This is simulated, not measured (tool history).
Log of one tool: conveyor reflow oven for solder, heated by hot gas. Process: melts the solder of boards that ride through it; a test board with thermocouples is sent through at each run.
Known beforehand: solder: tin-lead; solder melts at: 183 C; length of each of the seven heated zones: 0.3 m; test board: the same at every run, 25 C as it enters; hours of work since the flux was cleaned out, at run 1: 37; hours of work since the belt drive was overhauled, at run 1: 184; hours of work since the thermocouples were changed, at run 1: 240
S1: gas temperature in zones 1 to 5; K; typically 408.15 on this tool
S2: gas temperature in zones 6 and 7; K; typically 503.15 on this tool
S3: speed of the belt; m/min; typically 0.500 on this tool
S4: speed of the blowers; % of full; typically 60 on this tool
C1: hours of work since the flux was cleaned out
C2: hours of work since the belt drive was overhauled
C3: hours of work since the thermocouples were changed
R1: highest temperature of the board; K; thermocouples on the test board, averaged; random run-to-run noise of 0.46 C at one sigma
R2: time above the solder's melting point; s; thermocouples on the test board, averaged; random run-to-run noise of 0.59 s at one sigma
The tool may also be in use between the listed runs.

run   hour      S1      S2     S3  S4   C1   C2   C3      R1    R2
  1    0.0  408.15  503.15  0.500  60   37  184  240  490.15  54.7
  2   11.3  408.15  503.15  0.500  60   43  189  245  491.05  54.9
  3   19.3  408.15  503.15  0.500  60   47  193  249  490.25  54.9
  4   30.4  403.15  503.15  0.500  60   52  199  254  490.15  51.9
  5   35.4  403.15  503.15  0.500  60   55  201  257  489.25  51.9
  6   41.9  403.15  503.15  0.500  60   58  205  260  489.95  52.1
  7   51.3  403.15  503.15  0.500  60   63  209  265  489.75  51.6
  8   58.3  408.15  503.15  0.500  67   66  213  268  492.85  56.7
  9   67.0  408.15  503.15  0.500  67   70  217  272  492.35  55.2
 10   73.5  408.15  503.15  0.500  60   73  220  276  490.25  54.8
 11   80.9  408.15  503.15  0.500  60   77  224  279  490.95  54.5
 12   89.5  408.15  503.15  0.500  60   81  228  284  491.35  53.7
 13  101.3  408.15  503.15  0.500  60   87  234  289  490.15  54.7
 14  113.2  408.15  503.15  0.500  60   93  240  295  491.55  54.2
 15  123.7  408.15  503.15  0.500  56   98  245  300  489.25  54.1
 16  133.7  415.15  503.15  0.508  60  103  250  305  491.25  56.6
 17  143.1  408.15  495.15  0.404  50  108  254  310  486.05  64.9
 18  150.3  406.15  495.15  0.482  50  111  258  313  481.45  46.9
 19  159.0  394.15  500.15  0.523  79  116  262  318  488.75  47.7
 20  163.9  404.15  500.15  0.486  75  118  264  320  491.75  56.8
 21  174.3  404.15  500.15  0.486  75  123  270  325  491.55  56.4
 22  182.2  404.15  500.15  0.486  75  127  273  329  491.85  57.0
 23  187.3  419.15  500.15  0.579  75  129  276  332  489.35  48.4
 24  196.7  418.15  505.15  0.424  54  134  281  336  496.75  72.0
 25  207.7  422.15  505.15  0.424  58  139  286  342  498.25  76.5
 26  218.5  422.15  505.15  0.424  58  145  291  347  498.95  76.2
 27  228.6  411.15  510.15  0.500  60  150  296  352  497.45  59.5
 28  234.5  408.15  503.15  0.499  60  153  299  355  491.05  53.0

What if the next run were any one of these 3? Each begins from the tool's condition after run 28:
  A  239.3  414.15  509.15  0.500  60  155  302  357   ?   ?
  B  239.3  397.15  503.15  0.582  73  155  302  357   ?   ?
  C  239.3  406.15  497.15  0.499  60  155  302  357   ?   ?

run      R1    R2
  A  496.65  60.4
  B  488.15  40.7
  C  484.65  49.9
Without the tool's unlogged condition, the same runs would have read:
run      R1    R2
  A  495.85  59.5
  B  487.55  40.2
  C  483.85  49.1
